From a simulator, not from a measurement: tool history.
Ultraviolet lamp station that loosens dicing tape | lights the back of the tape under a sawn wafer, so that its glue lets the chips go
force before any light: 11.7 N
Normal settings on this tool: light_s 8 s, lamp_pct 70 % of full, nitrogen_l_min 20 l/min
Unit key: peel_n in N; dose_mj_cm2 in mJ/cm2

run,day,light_s,lamp_pct,nitrogen_l_min,peel_n,dose_mj_cm2
1,0.000,8,70,20,0.507,345
2,1.812,8,70,20,0.488,347
3,3.408,8,70,20,0.523,342
4,6.517,8,70,20,0.538,334
5,9.321,8,70,20,0.554,332
6,10.746,8,70,20,0.595,332
7,12.338,9,70,20,0.423,368
# day 12.642: window cleaned of glue's vapour
8,14.979,9,70,20,0.482,354
9,18.121,9,70,20,0.469,348
10,20.362,9,70,20,0.494,347
# day 21.300: window cleaned of glue's vapour, once more
11,22.504,9,70,20,0.421,363
12,24.671,6,70,20,1.250,240
13,26.579,9,87,28,0.182,443
14,30.088,9,87,28,0.199,425

Expected results for the next run?
15,32.462,8,86,13,?,?

peel_n: 0.667 N
dose_mj_cm2: 375 mJ/cm2
Had the tool carried no hidden state, the very same run would have given peel_n 0.392 N, dose_mj_cm2 459 mJ/cm2.

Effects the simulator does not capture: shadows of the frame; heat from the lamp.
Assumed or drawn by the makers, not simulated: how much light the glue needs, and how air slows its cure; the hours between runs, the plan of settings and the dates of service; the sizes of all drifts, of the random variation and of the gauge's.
